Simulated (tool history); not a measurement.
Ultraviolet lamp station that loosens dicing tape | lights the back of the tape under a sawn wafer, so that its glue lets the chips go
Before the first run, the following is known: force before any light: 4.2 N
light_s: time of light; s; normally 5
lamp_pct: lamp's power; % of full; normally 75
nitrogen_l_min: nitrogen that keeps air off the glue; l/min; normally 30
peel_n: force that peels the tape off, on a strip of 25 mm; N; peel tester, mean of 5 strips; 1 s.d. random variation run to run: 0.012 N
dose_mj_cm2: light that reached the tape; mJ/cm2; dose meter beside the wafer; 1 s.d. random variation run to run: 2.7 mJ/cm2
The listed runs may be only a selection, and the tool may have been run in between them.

Run 1, hour 0: usual settings. Result: peel_n 0.942 N, dose_mj_cm2 254 mJ/cm2.
Run 2, hour 37.6: usual settings. Result: peel_n 0.973 N, dose_mj_cm2 247 mJ/cm2.
At hour 40.2: window cleaned of glue's vapour.
Run 3, hour 60.8: usual settings. Result: peel_n 0.768 N, dose_mj_cm2 292 mJ/cm2.
Run 4, hour 97: usual settings. Result: peel_n 0.801 N, dose_mj_cm2 291 mJ/cm2.
Run 5, hour 135.3: usual settings. Result: peel_n 0.835 N, dose_mj_cm2 285 mJ/cm2.
Run 6, hour 161: usual settings. Result: peel_n 0.829 N, dose_mj_cm2 277 mJ/cm2.
Run 7, hour 184.2: usual settings. Result: peel_n 0.853 N, dose_mj_cm2 269 mJ/cm2.
Run 8, hour 210.6: usual settings. Result: peel_n 0.878 N, dose_mj_cm2 262 mJ/cm2.
Run 9, hour 246.4: usual settings. Result: peel_n 0.868 N, dose_mj_cm2 258 mJ/cm2.
Run 10, hour 267.8: usual settings but lamp_pct 98 % of full, nitrogen_l_min 35 l/min. Result: peel_n 0.547 N, dose_mj_cm2 332 mJ/cm2.
Run 11, hour 296.5: usual settings but lamp_pct 98 % of full, nitrogen_l_min 35 l/min. Result: peel_n 0.601 N, dose_mj_cm2 325 mJ/cm2.
Run 12, hour 336.6: usual settings but lamp_pct 67 % of full, nitrogen_l_min 21 l/min. Result: peel_n 1.401 N, dose_mj_cm2 221 mJ/cm2.
Run 13, hour 355.7: usual settings but light_s 3 s, lamp_pct 67 % of full, nitrogen_l_min 10 l/min. Result: peel_n 2.801 N, dose_mj_cm2 128 mJ/cm2.
At hour 379.5: window cleaned of glue's vapour.
Run 14, hour 389.5: usual settings but light_s 3 s, lamp_pct 76 % of full. Result: peel_n 1.503 N, dose_mj_cm2 166 mJ/cm2.
Run 15, hour 424.5: usual settings but light_s 9 s, lamp_pct 76 % of full, nitrogen_l_min 39 l/min. Result: peel_n 0.255 N, dose_mj_cm2 500 mJ/cm2.
Run 16, hour 443.4: usual settings but light_s 9 s, lamp_pct 76 % of full, nitrogen_l_min 47 l/min. Result: peel_n 0.228 N, dose_mj_cm2 492 mJ/cm2.
Run 17, hour 462.4: usual settings but light_s 9 s, lamp_pct 76 % of full, nitrogen_l_min 47 l/min. Result: peel_n 0.247 N, dose_mj_cm2 486 mJ/cm2.

Below are 3 alternative next runs, each starting from the tool's condition after run 17. Predict each:
Run A, hour 493.2: usual settings but light_s 9 s, lamp_pct 97 % of full, nitrogen_l_min 9 l/min. Result: peel_n ?, dose_mj_cm2 ?.
Run B, hour 493.2: usual settings but lamp_pct 64 % of full, nitrogen_l_min 12 l/min. Result: peel_n ?, dose_mj_cm2 ?.
Run C, hour 493.2: usual settings but nitrogen_l_min 18 l/min. Result: peel_n ?, dose_mj_cm2 ?.

run  peel_n  dose_mj_cm2
  A   0.531          606
  B   1.685          221
  C   1.225          264
Stripped of hidden state, with their random variation kept, the same runs would have yielded:
run  peel_n  dose_mj_cm2
  A   0.294          837
  B   1.212          307
  C   0.792          363
